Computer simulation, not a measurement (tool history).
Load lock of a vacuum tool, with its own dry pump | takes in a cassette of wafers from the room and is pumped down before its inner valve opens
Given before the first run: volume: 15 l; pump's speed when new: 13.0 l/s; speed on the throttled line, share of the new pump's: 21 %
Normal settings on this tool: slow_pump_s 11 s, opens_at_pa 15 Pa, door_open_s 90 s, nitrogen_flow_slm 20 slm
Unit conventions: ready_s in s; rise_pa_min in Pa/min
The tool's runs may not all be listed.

run    hour  slow_pump_s  opens_at_pa  door_open_s  nitrogen_flow_slm  incoming humidity of the room's air, %  ready_s  rise_pa_min
  1     0.0           11           15           90                 20                                    44.8     19.3        0.088
  2   448.9           11           10           90                 20                                    46.3     19.1        0.089
  3   970.1           11           10           90                 20                                    46.5     19.6        0.100
  4  1644.1           11           10           90                 20                                    42.6     19.2        0.090
  5  1934.9           11           15           90                 20                                    44.1     18.7        0.085
  6  2567.8           11           15           90                 20                                    47.5     19.0        0.097
  7  2857.1           11           15           90                 20                                    44.3     18.7        0.088
  8  3222.5           11           15           90                 20                                    41.0     19.1        0.077
  9  3883.6           19           15           90                 20                                    42.3     25.2        0.084
 10  4513.1           20           16           90                  5                                    43.6     25.8        0.130
 11  5104.8           20           16           90                 40                                    47.9     26.0        0.066
 12  5437.3           11           27           85                 20                                    41.1     18.3        0.081
 13  5780.2            7           15          145                 11                                    47.0     15.6        0.153
 14  6212.9           13           23           82                  5                                    44.1     19.9        0.119
 15  6517.4           13           23           82                  5                                    44.4     20.1        0.126
 16  6905.3           13           23           82                  5                                    43.9     20.2        0.120
 17  7578.1           10           23          143                  5                                    45.4     17.7        0.179
 18  8162.4           10           23          143                  5                                    45.3     17.6        0.173

The log once held 2 entries between its listed runs, left out of this copy. Where does each go, and what is different about the tool's unlogged condition between the listed run before it and the listed run after it?
Runs 8 to 9: door's seal changed, seat wiped (hour 3497.8)
  leak at the door's seal, Pa l/s: 0.0023 -> 0.002
Runs 13 to 14: dry pump taken out, an overhauled one fitted (hour 5877.0)
  pump's speed, % of a new pump's: 99.9 -> 100

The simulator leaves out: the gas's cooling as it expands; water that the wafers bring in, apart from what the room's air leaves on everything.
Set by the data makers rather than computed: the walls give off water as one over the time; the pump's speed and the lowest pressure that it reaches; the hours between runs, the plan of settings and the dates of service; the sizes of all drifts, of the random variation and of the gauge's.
